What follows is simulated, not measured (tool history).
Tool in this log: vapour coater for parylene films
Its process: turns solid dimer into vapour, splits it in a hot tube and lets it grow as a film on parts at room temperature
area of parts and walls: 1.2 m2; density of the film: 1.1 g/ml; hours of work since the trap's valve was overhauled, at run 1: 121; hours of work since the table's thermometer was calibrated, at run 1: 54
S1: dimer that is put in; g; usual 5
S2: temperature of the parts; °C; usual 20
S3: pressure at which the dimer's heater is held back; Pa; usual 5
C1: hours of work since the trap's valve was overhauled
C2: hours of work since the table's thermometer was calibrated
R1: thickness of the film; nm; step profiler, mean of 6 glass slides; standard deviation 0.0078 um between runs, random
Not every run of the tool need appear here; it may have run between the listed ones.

run,hour,S1,S2,S3,C1,C2,R1
1,0,5,20,5,121,54,2013
2,19,5,20,5,135,67,1991
3,42.7,5,20,5,152,84,1979
4,59.1,5,20,5,164,96,1997
5,69.9,5,28,5,171,104,1628
6,85.8,3,28,5,183,115,963
7,100.8,5,20,5,193,126,1985
8,113.9,6,20,5,203,135,2389
9,137.5,6,20,5,220,152,2368
10,162,6,20,5,237,170,2367
11,184.6,5,15,5,253,186,2253
12,203.3,5,15,5,267,199,2243
13,219.9,5,15,5,279,211,2249
# hour 225.8: trap's valve overhauled
14,233.8,5,26,2.35,6,218,1955
15,250.4,5,26,2.35,18,230,1942
16,264.7,4,20,5,28,240,1552
17,284.5,4,20,5,42,255,1554
18,299.3,4,22,6.99,53,265,1379
19,315.5,4,12,2.11,64,277,2260
20,332.7,3,12,2.11,77,289,1689
21,349.7,5,18,2.44,89,301,2356
# hour 355.4: trap's valve overhauled, once more
22,371.4,3,28,5,11,314,982
23,392.2,7,25,8.1,26,329,2243
24,403.2,7,27,4.06,34,337,2455
25,417,3,12,4.61,44,347,1503

Consider 4 possible next runs. They are alternatives, not a sequence: every one starts from the tool as it was left by run 25. What does each give?
A,440.5,7,13,5,61,363,?
B,440.5,3,12,3.34,61,363,?
C,440.5,6,16,4.61,61,363,?
D,440.5,2,12,5,61,363,?

run,R1
A,3363
B,1609
C,2709
D,998
What these runs would have given with no unlogged condition in the tool:
run,R1
A,3410
B,1631
C,2747
D,1011
